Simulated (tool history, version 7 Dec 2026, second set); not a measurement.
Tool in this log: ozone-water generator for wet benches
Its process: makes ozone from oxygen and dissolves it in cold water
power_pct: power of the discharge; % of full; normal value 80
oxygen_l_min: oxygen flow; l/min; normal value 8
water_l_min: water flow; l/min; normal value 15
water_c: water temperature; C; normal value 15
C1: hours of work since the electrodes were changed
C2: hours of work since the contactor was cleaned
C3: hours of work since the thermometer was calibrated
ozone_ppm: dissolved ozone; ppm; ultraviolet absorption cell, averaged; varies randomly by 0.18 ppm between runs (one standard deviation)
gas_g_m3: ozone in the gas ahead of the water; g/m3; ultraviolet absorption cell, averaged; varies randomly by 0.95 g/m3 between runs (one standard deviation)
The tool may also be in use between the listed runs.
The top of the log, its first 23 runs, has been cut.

run 24 day=32.692 | power_pct=75 oxygen_l_min=7.66 water_l_min=15 water_c=11 | C1=1339 C2=224 C3=2914 | ozone_ppm=25 gas_g_m3=149.1
run 25 day=34.108 | power_pct=75 oxygen_l_min=7.66 water_l_min=15 water_c=11 | C1=1361 C2=245 C3=2936 | ozone_ppm=24.8 gas_g_m3=150
run 26 day=35.771 | power_pct=80 oxygen_l_min=8 water_l_min=13 water_c=15 | C1=1386 C2=271 C3=2961 | ozone_ppm=27 gas_g_m3=155.2
run 27 day=36.9 | power_pct=80 oxygen_l_min=8 water_l_min=13 water_c=15 | C1=1403 C2=288 C3=2978 | ozone_ppm=27 gas_g_m3=156
run 28 day=37.867 | power_pct=80 oxygen_l_min=8 water_l_min=13 water_c=9 | C1=1417 C2=302 C3=2993 | ozone_ppm=30.2 gas_g_m3=154.4
run 29 day=38.971 | power_pct=53 oxygen_l_min=14.05 water_l_min=15 water_c=9 | C1=1434 C2=319 C3=3009 | ozone_ppm=20.8 gas_g_m3=98
run 30 day=39.833 | power_pct=43 oxygen_l_min=4.99 water_l_min=13 water_c=14 | C1=1447 C2=332 C3=3022 | ozone_ppm=16.1 gas_g_m3=111.7
run 31 day=41.508 | power_pct=43 oxygen_l_min=4.99 water_l_min=9 water_c=7 | C1=1473 C2=357 C3=3048 | ozone_ppm=24.2 gas_g_m3=112.7
run 32 day=43.083 | power_pct=80 oxygen_l_min=11.1 water_l_min=23 water_c=15 | C1=1496 C2=381 C3=3071 | ozone_ppm=17.6 gas_g_m3=140.1

What if the next run were any one of these 3? Each begins from the tool's condition after run 32:
run A day=44.512 | power_pct=68 oxygen_l_min=8 water_l_min=15 water_c=15 | C1=1518 C2=403 C3=3093 | ozone_ppm=? gas_g_m3=?
run B day=44.512 | power_pct=74 oxygen_l_min=8 water_l_min=15 water_c=15 | C1=1518 C2=403 C3=3093 | ozone_ppm=? gas_g_m3=?
run C day=44.512 | power_pct=80 oxygen_l_min=11.1 water_l_min=23 water_c=15 | C1=1518 C2=403 C3=3093 | ozone_ppm=? gas_g_m3=?

run=A ozone_ppm=21.5 gas_g_m3=138
run=B ozone_ppm=22.6 gas_g_m3=146.3
run=C ozone_ppm=17.5 gas_g_m3=141.3
Without the tool's unlogged condition, the same runs would have read:
run=A ozone_ppm=22.6 gas_g_m3=143.7
run=B ozone_ppm=23.8 gas_g_m3=152.8
run=C ozone_ppm=18.6 gas_g_m3=147.9
